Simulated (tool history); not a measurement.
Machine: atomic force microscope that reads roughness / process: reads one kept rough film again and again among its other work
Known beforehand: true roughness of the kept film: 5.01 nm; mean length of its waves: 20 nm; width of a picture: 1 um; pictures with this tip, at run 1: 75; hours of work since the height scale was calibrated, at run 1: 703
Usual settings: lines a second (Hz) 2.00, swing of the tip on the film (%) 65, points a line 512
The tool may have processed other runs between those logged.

run	hour	lines a second (Hz)	swing of the tip on the film (%)	points a line	pictures with this tip	hours of work since the height scale was calibrated	roughness of the kept film (nm (root mean square))
1	0.0	2.00	65	512	75	703	2.058
# hour 15.4: new tip fitted
2	52.1	2.00	65	512	48	727	2.185
# hour 89.0: new tip fitted
3	100.4	2.00	65	512	15	750	2.708
4	137.9	2.00	65	550	63	768	1.999
# hour 162.0: new tip fitted
5	180.0	2.00	65	550	23	788	2.559
6	216.1	2.00	65	266	69	806	1.923
# hour 234.9: new tip fitted
7	283.6	2.00	65	266	62	838	1.996
# hour 309.2: new tip fitted
8	331.5	2.00	60	266	28	861	2.381
9	369.3	2.00	60	266	77	879	1.812
# hour 384.2: new tip fitted
10	410.2	2.00	60	773	33	898	2.383
11	440.5	2.00	60	699	72	913	1.909
# hour 457.2: new tip fitted
12	497.9	2.00	60	699	52	940	2.222
# hour 528.7: new tip fitted
13	538.6	2.25	65	512	13	960	2.778
14	585.4	3.35	75	313	73	982	1.623
# hour 590.6: height scale calibrated on a step standard
# hour 603.9: new tip fitted
15	620.7	0.89	84	512	22	14	2.571
16	665.9	1.53	90	512	80	36	1.642
# hour 679.0: new tip fitted
17	703.9	2.00	61	405	32	54	2.487
# hour 712.0: height scale calibrated on a step standard, once more
18	742.0	2.00	77	513	80	14	1.744
# hour 751.8: new tip fitted
19	803.3	2.00	81	375	66	44	1.750
# hour 828.8: new tip fitted
20	838.5	2.00	57	637	13	60	2.839
21	868.2	2.00	57	637	51	75	2.276
# hour 900.2: new tip fitted
22	934.4	2.00	57	637	44	106	2.315
# hour 971.5: new tip fitted
23	982.4	3.72	73	390	15	129	2.259

Predict each of these 4 candidate next runs independently; none follows another, all start after run 23:
A	1010.7	3.72	77	390	51	143	?
B	1010.7	3.72	73	283	51	143	?
C	1010.7	3.72	62	390	51	143	?
D	1010.7	1.75	75	943	51	143	?

run	roughness of the kept film (nm (root mean square))
A	1.647
B	1.712
C	1.955
D	1.977
What these runs would have given with no unlogged condition in the tool:
run	roughness of the kept film (nm (root mean square))
A	2.429
B	2.526
C	2.879
D	2.913
